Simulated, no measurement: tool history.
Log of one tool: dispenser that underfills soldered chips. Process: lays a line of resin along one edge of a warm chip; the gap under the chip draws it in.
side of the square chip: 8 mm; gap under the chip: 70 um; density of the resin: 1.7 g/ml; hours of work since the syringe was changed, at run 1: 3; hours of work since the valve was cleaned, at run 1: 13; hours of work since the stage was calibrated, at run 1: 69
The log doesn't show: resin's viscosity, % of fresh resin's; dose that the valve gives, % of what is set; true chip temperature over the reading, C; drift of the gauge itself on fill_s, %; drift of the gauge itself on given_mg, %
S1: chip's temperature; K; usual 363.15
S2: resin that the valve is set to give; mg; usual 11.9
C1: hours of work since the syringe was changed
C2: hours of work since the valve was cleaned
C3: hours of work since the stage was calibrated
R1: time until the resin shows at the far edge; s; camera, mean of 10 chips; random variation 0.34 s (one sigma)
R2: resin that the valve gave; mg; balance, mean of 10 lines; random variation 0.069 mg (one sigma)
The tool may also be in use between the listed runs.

| run | hour | S1 | S2 | C1 | C2 | C3 | R1 | R2 |
|---|---|---|---|---|---|---|---|---|
| 1 | 0.0 | 363.15 | 11.9 | 3 | 13 | 69 | 21.3 | 11.83 |
| 2 | 2.3 | 363.15 | 11.9 | 4 | 15 | 71 | 23.1 | 11.79 |
| 3 | 4.6 | 363.15 | 11.9 | 5 | 16 | 72 | 26.9 | 11.65 |
| 4 | 6.8 | 374.15 | 11.9 | 7 | 17 | 73 | 19.6 | 11.86 |
|  | 7.4 | new syringe of resin |
| 5 | 10.7 | 351.15 | 11.9 | 2 | 19 | 76 | 32.7 | 11.93 |
| 6 | 15.0 | 351.15 | 11.9 | 5 | 22 | 78 | 40.9 | 11.69 |
| 7 | 17.2 | 351.15 | 11.9 | 6 | 24 | 80 | 45.0 | 11.68 |
|  | 19.3 | new syringe of resin |
| 8 | 19.6 | 363.15 | 11.9 | 0 | 25 | 81 | 16.7 | 11.66 |
| 9 | 22.3 | 365.15 | 11.9 | 2 | 26 | 83 | 18.7 | 11.65 |
| 10 | 25.1 | 362.15 | 13.3 | 4 | 28 | 84 | 22.7 | 13.09 |
| 11 | 28.2 | 362.15 | 13.3 | 5 | 30 | 86 | 27.0 | 12.97 |
| 12 | 30.5 | 377.15 | 11.9 | 7 | 31 | 88 | 17.3 | 11.70 |
|  | 31.1 | new syringe of resin |
| 13 | 34.5 | 370.15 | 13.5 | 2 | 34 | 90 | 15.2 | 13.23 |

Forecast run 14:
| 14 | 36.6 | 372.15 | 12.9 | 3 | 35 | 91 | ? | ? |

R1: 15.9 s
R2: 12.75 mg
Without the tool's hidden state the same run would have given R1 11.9 s, R2 13.06 mg.
